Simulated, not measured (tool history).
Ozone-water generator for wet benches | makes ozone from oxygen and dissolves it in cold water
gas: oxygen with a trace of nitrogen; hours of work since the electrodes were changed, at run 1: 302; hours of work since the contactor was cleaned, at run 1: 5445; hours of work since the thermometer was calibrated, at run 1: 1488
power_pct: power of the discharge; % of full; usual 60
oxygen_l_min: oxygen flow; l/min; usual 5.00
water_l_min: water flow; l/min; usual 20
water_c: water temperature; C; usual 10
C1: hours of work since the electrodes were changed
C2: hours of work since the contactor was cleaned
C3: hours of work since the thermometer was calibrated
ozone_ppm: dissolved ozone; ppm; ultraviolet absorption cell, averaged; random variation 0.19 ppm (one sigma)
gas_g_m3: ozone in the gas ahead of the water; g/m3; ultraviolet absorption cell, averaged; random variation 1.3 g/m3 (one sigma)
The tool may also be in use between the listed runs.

run 1 hour=0.0 | power_pct=60 oxygen_l_min=5.00 water_l_min=20 water_c=10 | C1=302 C2=5445 C3=1488 | ozone_ppm=25.9 gas_g_m3=240.3
run 2 hour=104.7 | power_pct=60 oxygen_l_min=6.66 water_l_min=20 water_c=10 | C1=378 C2=5522 C3=1565 | ozone_ppm=27.3 gas_g_m3=213.9
run 3 hour=203.8 | power_pct=60 oxygen_l_min=6.66 water_l_min=20 water_c=10 | C1=451 C2=5594 C3=1638 | ozone_ppm=27.7 gas_g_m3=213.8
run 4 hour=329.7 | power_pct=60 oxygen_l_min=6.66 water_l_min=20 water_c=10 | C1=544 C2=5687 C3=1731 | ozone_ppm=26.9 gas_g_m3=213.2
run 5 hour=463.7 | power_pct=60 oxygen_l_min=6.66 water_l_min=20 water_c=10 | C1=642 C2=5785 C3=1829 | ozone_ppm=26.9 gas_g_m3=214.8
run 6 hour=596.1 | power_pct=60 oxygen_l_min=6.66 water_l_min=20 water_c=10 | C1=740 C2=5883 C3=1926 | ozone_ppm=26.4 gas_g_m3=213.1
run 7 hour=725.3 | power_pct=60 oxygen_l_min=6.66 water_l_min=20 water_c=10 | C1=835 C2=5978 C3=2021 | ozone_ppm=26.4 gas_g_m3=210.6
run 8 hour=849.0 | power_pct=60 oxygen_l_min=6.66 water_l_min=20 water_c=10 | C1=925 C2=6068 C3=2112 | ozone_ppm=26.7 gas_g_m3=212.6
run 9 hour=980.8 | power_pct=60 oxygen_l_min=5.00 water_l_min=20 water_c=10 | C1=1022 C2=6165 C3=2209 | ozone_ppm=25.2 gas_g_m3=239.3
run 10 hour=1101.7 | power_pct=60 oxygen_l_min=5.00 water_l_min=20 water_c=10 | C1=1111 C2=6254 C3=2298 | ozone_ppm=24.9 gas_g_m3=237.0
run 11 hour=1199.4 | power_pct=60 oxygen_l_min=5.00 water_l_min=20 water_c=10 | C1=1183 C2=6326 C3=2370 | ozone_ppm=25.2 gas_g_m3=237.4
run 12 hour=1306.2 | power_pct=60 oxygen_l_min=5.00 water_l_min=20 water_c=10 | C1=1261 C2=6405 C3=2448 | ozone_ppm=25.4 gas_g_m3=236.8
run 13 hour=1431.6 | power_pct=60 oxygen_l_min=5.00 water_l_min=20 water_c=10 | C1=1354 C2=6497 C3=2541 | ozone_ppm=25.0 gas_g_m3=237.9
run 14 hour=1498.7 | power_pct=60 oxygen_l_min=5.00 water_l_min=20 water_c=10 | C1=1403 C2=6546 C3=2590 | ozone_ppm=24.9 gas_g_m3=235.5
run 15 hour=1604.1 | power_pct=60 oxygen_l_min=3.55 water_l_min=20 water_c=10 | C1=1480 C2=6623 C3=2667 | ozone_ppm=22.8 gas_g_m3=269.2
run 16 hour=1709.1 | power_pct=60 oxygen_l_min=3.55 water_l_min=20 water_c=10 | C1=1558 C2=6701 C3=2744 | ozone_ppm=22.7 gas_g_m3=270.9
run 17 hour=1832.8 | power_pct=57 oxygen_l_min=5.00 water_l_min=25 water_c=10 | C1=1648 C2=6791 C3=2835 | ozone_ppm=19.1 gas_g_m3=225.7
run 18 hour=1940.7 | power_pct=68 oxygen_l_min=5.00 water_l_min=20 water_c=8 | C1=1728 C2=6871 C3=2915 | ozone_ppm=27.1 gas_g_m3=252.3
run 19 hour=2005.1 | power_pct=75 oxygen_l_min=5.00 water_l_min=20 water_c=10 | C1=1775 C2=6918 C3=2962 | ozone_ppm=28.2 gas_g_m3=268.3
run 20 hour=2085.0 | power_pct=75 oxygen_l_min=5.00 water_l_min=20 water_c=10 | C1=1834 C2=6977 C3=3021 | ozone_ppm=28.9 gas_g_m3=269.0
run 21 hour=2191.7 | power_pct=75 oxygen_l_min=5.00 water_l_min=20 water_c=10 | C1=1912 C2=7055 C3=3099 | ozone_ppm=28.5 gas_g_m3=265.7
run 22 hour=2295.9 | power_pct=75 oxygen_l_min=5.00 water_l_min=20 water_c=10 | C1=1989 C2=7132 C3=3176 | ozone_ppm=28.3 gas_g_m3=265.1
run 23 hour=2367.0 | power_pct=75 oxygen_l_min=5.00 water_l_min=20 water_c=10 | C1=2041 C2=7184 C3=3228 | ozone_ppm=28.6 gas_g_m3=269.6
run 24 hour=2464.1 | power_pct=60 oxygen_l_min=2.94 water_l_min=20 water_c=15 | C1=2112 C2=7256 C3=3299 | ozone_ppm=20.4 gas_g_m3=287.2
-- hour=2499.5 water thermometer calibrated
run 25 hour=2576.5 | power_pct=60 oxygen_l_min=2.94 water_l_min=20 water_c=15 | C1=2195 C2=7338 C3=57 | ozone_ppm=20.0 gas_g_m3=288.2
run 26 hour=2637.2 | power_pct=60 oxygen_l_min=2.94 water_l_min=20 water_c=15 | C1=2239 C2=7382 C3=101 | ozone_ppm=20.5 gas_g_m3=286.8
run 27 hour=2702.7 | power_pct=60 oxygen_l_min=2.94 water_l_min=20 water_c=15 | C1=2287 C2=7430 C3=149 | ozone_ppm=20.2 gas_g_m3=285.5
run 28 hour=2777.0 | power_pct=60 oxygen_l_min=2.94 water_l_min=29 water_c=15 | C1=2342 C2=7485 C3=204 | ozone_ppm=13.3 gas_g_m3=287.6
run 29 hour=2892.9 | power_pct=41 oxygen_l_min=2.94 water_l_min=29 water_c=6 | C1=2427 C2=7570 C3=289 | ozone_ppm=11.0 gas_g_m3=226.0
run 30 hour=3022.1 | power_pct=41 oxygen_l_min=2.94 water_l_min=29 water_c=8 | C1=2522 C2=7665 C3=384 | ozone_ppm=10.9 gas_g_m3=223.7
run 31 hour=3139.0 | power_pct=71 oxygen_l_min=7.45 water_l_min=17 water_c=6 | C1=2608 C2=7751 C3=470 | ozone_ppm=35.2 gas_g_m3=216.3
run 32 hour=3200.6 | power_pct=50 oxygen_l_min=6.38 water_l_min=17 water_c=14 | C1=2653 C2=7796 C3=515 | ozone_ppm=24.3 gas_g_m3=182.6

Forecast each of these 5 alternatives for the next run:
run A hour=3286.9 | power_pct=60 oxygen_l_min=6.19 water_l_min=22 water_c=6 | C1=2717 C2=7860 C3=579 | ozone_ppm=? gas_g_m3=?
run B hour=3286.9 | power_pct=50 oxygen_l_min=8.97 water_l_min=16 water_c=14 | C1=2717 C2=7860 C3=579 | ozone_ppm=? gas_g_m3=?
run C hour=3286.9 | power_pct=60 oxygen_l_min=6.38 water_l_min=17 water_c=15 | C1=2717 C2=7860 C3=579 | ozone_ppm=? gas_g_m3=?
run D hour=3286.9 | power_pct=88 oxygen_l_min=4.27 water_l_min=17 water_c=10 | C1=2717 C2=7860 C3=579 | ozone_ppm=? gas_g_m3=?
run E hour=3286.9 | power_pct=50 oxygen_l_min=3.84 water_l_min=17 water_c=14 | C1=2717 C2=7860 C3=579 | ozone_ppm=? gas_g_m3=?

run=A ozone_ppm=24.3 gas_g_m3=209.7
run=B ozone_ppm=25.8 gas_g_m3=160.1
run=C ozone_ppm=27.2 gas_g_m3=206.1
run=D ozone_ppm=35.0 gas_g_m3=311.4
run=E ozone_ppm=22.6 gas_g_m3=227.4
Without the tool's hidden state the same runs would have given:
run=A ozone_ppm=26.2 gas_g_m3=219.9
run=B ozone_ppm=27.6 gas_g_m3=166.9
run=C ozone_ppm=29.3 gas_g_m3=216.2
run=D ozone_ppm=38.2 gas_g_m3=330.9
run=E ozone_ppm=24.2 gas_g_m3=237.1

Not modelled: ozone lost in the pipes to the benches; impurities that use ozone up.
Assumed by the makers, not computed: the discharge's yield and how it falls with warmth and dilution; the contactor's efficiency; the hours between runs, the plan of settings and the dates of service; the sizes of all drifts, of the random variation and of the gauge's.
